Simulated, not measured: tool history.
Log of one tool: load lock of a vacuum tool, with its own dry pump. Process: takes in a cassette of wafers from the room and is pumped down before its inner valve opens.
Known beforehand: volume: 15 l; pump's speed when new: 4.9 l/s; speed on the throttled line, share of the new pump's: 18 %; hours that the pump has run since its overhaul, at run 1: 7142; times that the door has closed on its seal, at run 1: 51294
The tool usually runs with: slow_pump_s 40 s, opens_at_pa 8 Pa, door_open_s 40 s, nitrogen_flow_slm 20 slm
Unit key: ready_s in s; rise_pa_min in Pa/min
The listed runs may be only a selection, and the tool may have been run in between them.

run    hour  slow_pump_s  opens_at_pa  door_open_s  nitrogen_flow_slm  hours that the pump has run since its overhaul  times that the door has closed on its seal  incoming humidity of the room's air, %  ready_s  rise_pa_min
  1     0.0           40            8           40                 20                                            7142                                       51294                                    43.0     63.3        0.521
  2   146.8           40            8           40                 20                                            7288                                       51997                                    41.8     63.1        0.541
  3   301.1           40            8           40                 20                                            7443                                       52736                                    44.2     63.1        0.529
  4   479.5           40            8           40                  8                                            7621                                       53590                                    42.5     63.3        0.568
  5   610.8           40            8           40                  8                                            7752                                       54218                                    45.5     63.0        0.572
  6   719.7           40            8           40                  8                                            7861                                       54739                                    45.2     63.2        0.596
  7   847.2           40            8           40                  8                                            7989                                       55350                                    45.8     63.0        0.604
  8  1007.3           40            8           40                  8                                            8149                                       56116                                    47.4     63.2        0.632
  9  1155.5           40            7           40                 41                                            8297                                       56825                                    43.1     63.8        0.607
 10  1314.8           40            7           40                 41                                            8456                                       57588                                    46.6     64.1        0.616
 11  1401.0           61            8           40                 21                                            8543                                       58000                                    42.7     80.2        0.629
 12  1497.0           61            8           40                 21                                            8639                                       58460                                    43.9     80.2        0.645
 13  1642.3           29           16           51                 20                                            8784                                       59155                                    42.5     52.1        0.663
 14  1780.1           29           16           51                 20                                            8922                                       59815                                    44.6     52.3        0.677
 15  1871.7           29           16           51                 20                                            9013                                       60253                                    42.3     52.3        0.680
     1976.3  -- door's seal changed, seat wiped
 16  2037.2           29           16           51                 20                                            9177                                         291                                    46.2     52.3        0.037

Predict each of these 5 candidate next runs independently; none follows another, all start after run 16:
  A  2147.9           57           12           51                 20                                            9288                                         821                                    45.7        ?            ?
  B  2147.9           29           16           30                  8                                            9288                                         821                                    42.8        ?            ?
  C  2147.9           40            7          131                  8                                            9288                                         821                                    42.8        ?            ?
  D  2147.9           40            7           40                  8                                            9288                                         821                                    46.3        ?            ?
  E  2147.9           40            7           33                 14                                            9288                                         821                                    42.5        ?            ?

run  ready_s  rise_pa_min
  A     76.0        0.038
  B     52.1        0.038
  C     63.6        0.087
  D     64.2        0.050
  E     64.1        0.034
The same runs, with their run-to-run variation unchanged, on a tool lacking any hidden condition would have given:
run  ready_s  rise_pa_min
  A     74.5        0.036
  B     50.3        0.036
  C     61.7        0.085
  D     62.4        0.048
  E     62.2        0.032
